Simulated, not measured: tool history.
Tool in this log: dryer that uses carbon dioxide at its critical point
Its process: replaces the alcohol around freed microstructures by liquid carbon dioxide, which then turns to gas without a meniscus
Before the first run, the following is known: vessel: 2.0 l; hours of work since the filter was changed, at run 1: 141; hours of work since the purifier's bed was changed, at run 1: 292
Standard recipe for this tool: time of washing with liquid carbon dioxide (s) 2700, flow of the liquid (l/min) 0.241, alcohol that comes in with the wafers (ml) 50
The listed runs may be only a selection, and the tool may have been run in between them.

run   hour  time of washing with liquid carbon dioxide (s)  flow of the liquid (l/min)  alcohol that comes in with the wafers (ml)  hours of work since the filter was changed  hours of work since the purifier's bed was changed  alcohol left in the vessel before it's heated (ppm by volume)
  1    0.0                                            2700                       0.241                                          50                                         141                                                 292                                                            716
      18.2  -- inlet filter changed
  2   71.0                                            2700                       0.241                                          50                                          30                                                 332                                                            601
  3  128.5                                            2700                       0.241                                          50                                          64                                                 365                                                            628
  4  183.7                                            2700                       0.241                                          50                                          95                                                 397                                                            673
  5  253.9                                            2700                       0.241                                          81                                         136                                                 437                                                           1139
     283.0  -- inlet filter changed
  6  286.8                                            2700                       0.255                                          81                                           2                                                 456                                                            695
  7  353.4                                            2700                       0.401                                          44                                          41                                                 494                                                             74
  8  423.2                                            4020                       0.241                                          50                                          81                                                 534                                                            150
  9  460.2                                            2700                       0.368                                          28                                         102                                                 556                                                             84
 10  520.5                                            2700                       0.368                                          28                                         137                                                 591                                                             98
     545.3  -- inlet filter changed
 11  587.4                                            2700                       0.335                                          97                                          24                                                 629                                                            249
     614.1  -- purifier's bed changed
 12  661.6                                            2700                       0.335                                          97                                          65                                                  27                                                            227

What if the next run were any one of these 3? Each begins from the tool's condition after run 12:
  A  708.4                                            2760                       0.230                                         112                                          92                                                  54                                                              ?
  B  708.4                                            2700                       0.241                                          66                                          92                                                  54                                                              ?
  C  708.4                                            3300                       0.176                                          50                                          92                                                  54                                                              ?

run  alcohol left in the vessel before it's heated (ppm by volume)
  A                                                           1553
  B                                                            831
  C                                                           1037
What these runs would have given with no unlogged condition in the tool:
run  alcohol left in the vessel before it's heated (ppm by volume)
  A                                                           1281
  B                                                            681
  C                                                            872
